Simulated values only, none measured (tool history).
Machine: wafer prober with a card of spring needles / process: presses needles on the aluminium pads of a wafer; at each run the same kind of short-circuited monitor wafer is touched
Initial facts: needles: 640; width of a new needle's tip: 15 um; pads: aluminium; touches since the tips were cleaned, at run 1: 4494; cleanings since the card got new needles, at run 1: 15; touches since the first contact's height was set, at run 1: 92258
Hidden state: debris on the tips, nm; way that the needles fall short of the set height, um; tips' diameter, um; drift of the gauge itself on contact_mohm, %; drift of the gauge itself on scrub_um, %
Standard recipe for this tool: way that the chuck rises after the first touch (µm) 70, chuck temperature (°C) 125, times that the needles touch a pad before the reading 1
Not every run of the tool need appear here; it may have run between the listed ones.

run,hour,way that the chuck rises after the first touch (µm),chuck temperature (°C),times that the needles touch a pad before the reading,touches since the tips were cleaned,cleanings since the card got new needles,touches since the first contact's height was set,resistance of one needle with its contact and lead (mohm),way that a needle slides on the pad (µm)
1,0,70,125,1,4494,15,92258,213,15.61
# hour 1.5: tips cleaned on abrasive film
# hour 2.8: height of the first contact set anew
2,7.7,70,125,1,1460,16,1201,211,15.86
3,12.6,70,125,1,2655,16,2396,212,15.88
4,18.9,76,125,1,4211,16,3952,215,17.22
# hour 21.7: tips cleaned on abrasive film
5,24,76,125,1,590,17,5201,203,17.19
6,29.4,76,125,1,1898,17,6509,207,17.18
7,38.9,73,125,1,4239,17,8850,212,16.5
# hour 41.7: tips cleaned on abrasive film
8,46,73,125,1,1052,18,10582,203,16.5
9,53,70,125,1,2762,18,12292,212,15.82
10,58.4,70,125,1,4097,18,13627,214,15.84
# hour 61.4: tips cleaned on abrasive film
11,63.1,70,125,1,406,19,14761,202,15.85
12,67.6,70,44,1,1523,19,15878,194,15.83
13,76.7,70,44,1,3763,19,18118,201,15.81
14,80.7,70,44,1,4728,19,19083,202,15.79
# hour 81.4: tips cleaned on abrasive film
15,86.5,70,44,1,1258,20,20502,196,15.8
16,95.3,70,44,1,3416,20,22660,200,15.8
# hour 101.6: tips cleaned on abrasive film
17,101.6,70,44,1,0,21,24193,182,15.77
18,108.3,59,125,3,1633,21,25826,206,13.27
19,116.9,51,71,2,3758,21,27951,208,11.45
# hour 121.6: tips cleaned on abrasive film
20,121.6,72,50,2,0,22,29097,186,16.25
21,129,72,50,2,1815,22,30912,191,16.18
22,138.5,76,44,1,4143,22,33240,197,17.15
# hour 141.7: tips cleaned on abrasive film
23,147.4,73,32,2,1403,23,35413,188,16.41
24,156.2,51,125,1,3560,23,37570,232,11.43
# hour 161.4: tips cleaned on abrasive film
25,161.4,66,122,1,0,24,38833,202,14.83
26,170.6,67,62,2,2267,24,41100,195,15.04
27,177.6,67,62,2,3990,24,42823,196,15.06
# hour 181.8: tips cleaned on abrasive film
28,186.7,78,90,1,1191,25,45029,195,17.53
29,190.6,70,41,2,2160,25,45998,189,15.7
30,199.6,70,41,2,4376,25,48214,195,15.69
# hour 202.1: tips cleaned on abrasive film
31,205.8,67,70,2,913,26,49706,197,15.03
32,210.5,80,36,1,2063,26,50856,194,17.95
33,219.5,80,36,1,4291,26,53084,196,17.94
# hour 221.9: tips cleaned on abrasive film
34,225.6,53,34,2,895,27,54550,193,11.82

Take each entry between the runs: how does the hidden state at the last listed run before it differ from the hidden state at the first listed run after it?
In the gap between runs 1 and 2: tips cleaned on abrasive film (hour 1.5); height of the first contact set anew (hour 2.8)
  debris on the tips, nm: 135.5 -> 83.9; way that the needles fall short of the set height, um: 1.12 -> 0; tips' diameter, um: 15.39 -> 15.42
  measured result minus the result with no hidden state, resistance of one needle with its contact and lead (mohm): +16 -> +10; way that a needle slides on the pad (µm): -0.25 -> +0
In the gap between runs 4 and 5: tips cleaned on abrasive film (hour 21.7)
  debris on the tips, nm: 135 -> 48.8; way that the needles fall short of the set height, um: 0 -> 0.09; tips' diameter, um: 15.42 -> 15.45
  measured result minus the result with no hidden state, resistance of one needle with its contact and lead (mohm): +15 -> +5; way that a needle slides on the pad (µm): +0 -> -0.02
In the gap between runs 7 and 8: tips cleaned on abrasive film (hour 41.7)
  debris on the tips, nm: 135.1 -> 66.4; way that the needles fall short of the set height, um: 0.09 -> 0.17; tips' diameter, um: 15.45 -> 15.48
  measured result minus the result with no hidden state, resistance of one needle with its contact and lead (mohm): +15 -> +7; way that a needle slides on the pad (µm): -0.02 -> -0.04
In the gap between runs 10 and 11: tips cleaned on abrasive film (hour 61.4)
  debris on the tips, nm: 131.5 -> 40.2; way that the needles fall short of the set height, um: 0.17 -> 0.24; tips' diameter, um: 15.48 -> 15.5
  measured result minus the result with no hidden state, resistance of one needle with its contact and lead (mohm): +16 -> +5; way that a needle slides on the pad (µm): -0.04 -> -0.05
In the gap between runs 14 and 15: tips cleaned on abrasive film (hour 81.4)
  debris on the tips, nm: 138.1 -> 78.7; way that the needles fall short of the set height, um: 0.24 -> 0.31; tips' diameter, um: 15.5 -> 15.53
  measured result minus the result with no hidden state, resistance of one needle with its contact and lead (mohm): +19 -> +11; way that a needle slides on the pad (µm): -0.06 -> -0.07
In the gap between runs 16 and 17: tips cleaned on abrasive film (hour 101.6)
  debris on the tips, nm: 126.1 -> 10; way that the needles fall short of the set height, um: 0.31 -> 0.37; tips' diameter, um: 15.53 -> 15.55
  measured result minus the result with no hidden state, resistance of one needle with its contact and lead (mohm): +18 -> +2; way that a needle slides on the pad (µm): -0.07 -> -0.08
In the gap between runs 19 and 20: tips cleaned on abrasive film (hour 121.6)
  debris on the tips, nm: 130.9 -> 12.6; way that the needles fall short of the set height, um: 0.37 -> 0.45; tips' diameter, um: 15.55 -> 15.57
  measured result minus the result with no hidden state, resistance of one needle with its contact and lead (mohm): +17 -> +2; way that a needle slides on the pad (µm): -0.08 -> -0.1
In the gap between runs 22 and 23: tips cleaned on abrasive film (hour 141.7)
  debris on the tips, nm: 135 -> 87.5; way that the needles fall short of the set height, um: 0.45 -> 0.5; tips' diameter, um: 15.57 -> 15.59
  measured result minus the result with no hidden state, resistance of one needle with its contact and lead (mohm): +16 -> +8; way that a needle slides on the pad (µm): -0.1 -> -0.12
In the gap between runs 24 and 25: tips cleaned on abrasive film (hour 161.4)
  debris on the tips, nm: 129.6 -> 10.6; way that the needles fall short of the set height, um: 0.5 -> 0.59; tips' diameter, um: 15.59 -> 15.63
  measured result minus the result with no hidden state, resistance of one needle with its contact and lead (mohm): +27 -> +2; way that a needle slides on the pad (µm): -0.12 -> -0.13
In the gap between runs 27 and 28: tips cleaned on abrasive film (hour 181.8)
  debris on the tips, nm: 131.4 -> 77.2; way that the needles fall short of the set height, um: 0.59 -> 0.67; tips' diameter, um: 15.63 -> 15.65
  measured result minus the result with no hidden state, resistance of one needle with its contact and lead (mohm): +11 -> +8; way that a needle slides on the pad (µm): -0.13 -> -0.15
In the gap between runs 30 and 31: tips cleaned on abrasive film (hour 202.1)
  debris on the tips, nm: 136.8 -> 62.5; way that the needles fall short of the set height, um: 0.67 -> 0.74; tips' diameter, um: 15.65 -> 15.68
  measured result minus the result with no hidden state, resistance of one needle with its contact and lead (mohm): +12 -> +6; way that a needle slides on the pad (µm): -0.15 -> -0.17
In the gap between runs 33 and 34: tips cleaned on abrasive film (hour 221.9)
  debris on the tips, nm: 134.4 -> 59.7; way that the needles fall short of the set height, um: 0.74 -> 0.83; tips' diameter, um: 15.68 -> 15.71
  measured result minus the result with no hidden state, resistance of one needle with its contact and lead (mohm): +16 -> +9; way that a needle slides on the pad (µm): -0.17 -> -0.19
